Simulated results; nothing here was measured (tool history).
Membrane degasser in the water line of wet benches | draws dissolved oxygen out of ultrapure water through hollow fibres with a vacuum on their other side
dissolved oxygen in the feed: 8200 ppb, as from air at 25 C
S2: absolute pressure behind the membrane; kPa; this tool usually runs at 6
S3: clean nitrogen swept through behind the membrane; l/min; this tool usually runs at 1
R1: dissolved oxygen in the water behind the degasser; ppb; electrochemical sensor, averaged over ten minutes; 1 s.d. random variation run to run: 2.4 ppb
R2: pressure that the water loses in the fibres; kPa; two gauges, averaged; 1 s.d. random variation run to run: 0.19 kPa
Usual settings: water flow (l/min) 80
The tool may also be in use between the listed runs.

run 1 hour=0 | water_flow_(l/min)=80 S2=6 S3=1 | R1=363.4 R2=38.49
-- hour=30.3 vacuum gauge calibrated
run 2 hour=189.7 | water_flow_(l/min)=80 S2=6 S3=1 | R1=365.3 R2=38.9
run 3 hour=338.6 | water_flow_(l/min)=80 S2=6 S3=1 | R1=363.4 R2=39.01
run 4 hour=491.2 | water_flow_(l/min)=80 S2=6 S3=0.52 | R1=533.3 R2=38.85
run 5 hour=624.3 | water_flow_(l/min)=66 S2=6 S3=0.52 | R1=476.1 R2=32.15
run 6 hour=838 | water_flow_(l/min)=66 S2=6 S3=0.52 | R1=476.8 R2=32.04
run 7 hour=1009.6 | water_flow_(l/min)=66 S2=6 S3=0.52 | R1=482 R2=32.32
-- hour=1102.2 seals of the vacuum lines changed
run 8 hour=1190.4 | water_flow_(l/min)=66 S2=6 S3=0.52 | R1=478.8 R2=32.17
run 9 hour=1280 | water_flow_(l/min)=66 S2=6 S3=0.52 | R1=481 R2=32.08
run 10 hour=1387.5 | water_flow_(l/min)=80 S2=6 S3=0.53 | R1=530.4 R2=39.01
run 11 hour=1570 | water_flow_(l/min)=69 S2=12.19 S3=1 | R1=997 R2=33.95
run 12 hour=1746.5 | water_flow_(l/min)=49 S2=12.19 S3=1 | R1=791.9 R2=24.08
run 13 hour=1918.2 | water_flow_(l/min)=49 S2=12.19 S3=1 | R1=781.7 R2=23.75
run 14 hour=2129.5 | water_flow_(l/min)=49 S2=12.19 S3=1 | R1=779.8 R2=24.18

Run 15 has not been measured yet. What should we expect?
run 15 hour=2260.3 | water_flow_(l/min)=49 S2=12.19 S3=1 | R1=? R2=?

Run 15 measured R1 783.4 ppb, R2 24.14 kPa.
Had the tool carried no hidden state, the very same run would have given R1 783.2 ppb, R2 23.8 kPa.
